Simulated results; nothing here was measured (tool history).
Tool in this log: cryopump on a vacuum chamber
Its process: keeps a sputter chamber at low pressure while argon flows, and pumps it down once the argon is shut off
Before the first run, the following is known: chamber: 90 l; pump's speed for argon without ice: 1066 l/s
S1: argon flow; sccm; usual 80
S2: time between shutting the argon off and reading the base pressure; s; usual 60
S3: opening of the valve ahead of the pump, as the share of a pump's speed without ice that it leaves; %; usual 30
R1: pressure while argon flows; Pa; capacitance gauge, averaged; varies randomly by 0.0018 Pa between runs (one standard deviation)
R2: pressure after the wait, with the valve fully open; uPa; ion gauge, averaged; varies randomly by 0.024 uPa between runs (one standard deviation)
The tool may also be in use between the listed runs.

{"run": 1, "day": 0.0, "S1": 80, "S2": 60, "S3": 30, "R1": 0.4333, "R2": 3.85}
{"run": 2, "day": 1.2, "S1": 80, "S2": 113, "S3": 30, "R1": 0.4355, "R2": 3.46}
{"run": 3, "day": 2.771, "S1": 80, "S2": 113, "S3": 30, "R1": 0.4392, "R2": 3.76}
{"run": 4, "day": 3.75, "S1": 80, "S2": 113, "S3": 30, "R1": 0.4392, "R2": 3.88}
{"run": 5, "day": 4.983, "S1": 80, "S2": 113, "S3": 30, "R1": 0.4401, "R2": 3.95}
{"run": 6, "day": 6.988, "S1": 80, "S2": 113, "S3": 30, "R1": 0.4446, "R2": 4.02}
{"run": 7, "day": 8.504, "S1": 80, "S2": 113, "S3": 30, "R1": 0.4486, "R2": 4.21}
{"run": 8, "day": 10.925, "S1": 80, "S2": 113, "S3": 30, "R1": 0.4547, "R2": 4.38}
{"run": 9, "day": 12.2, "S1": 63, "S2": 35, "S3": 29, "R1": 0.3658, "R2": 5.19}

Run 10, settings as shown, results not yet in. Your forecast:
{"run": 10, "day": 13.775, "S1": 63, "S2": 35, "S3": 29, "R1": "?", "R2": "?"}

R1: 0.373 Pa
R2: 5.22 uPa
With the hidden condition absent and the run-to-run variation left alone, this run would have shown R1 0.3457 Pa, R2 1.31 uPa.

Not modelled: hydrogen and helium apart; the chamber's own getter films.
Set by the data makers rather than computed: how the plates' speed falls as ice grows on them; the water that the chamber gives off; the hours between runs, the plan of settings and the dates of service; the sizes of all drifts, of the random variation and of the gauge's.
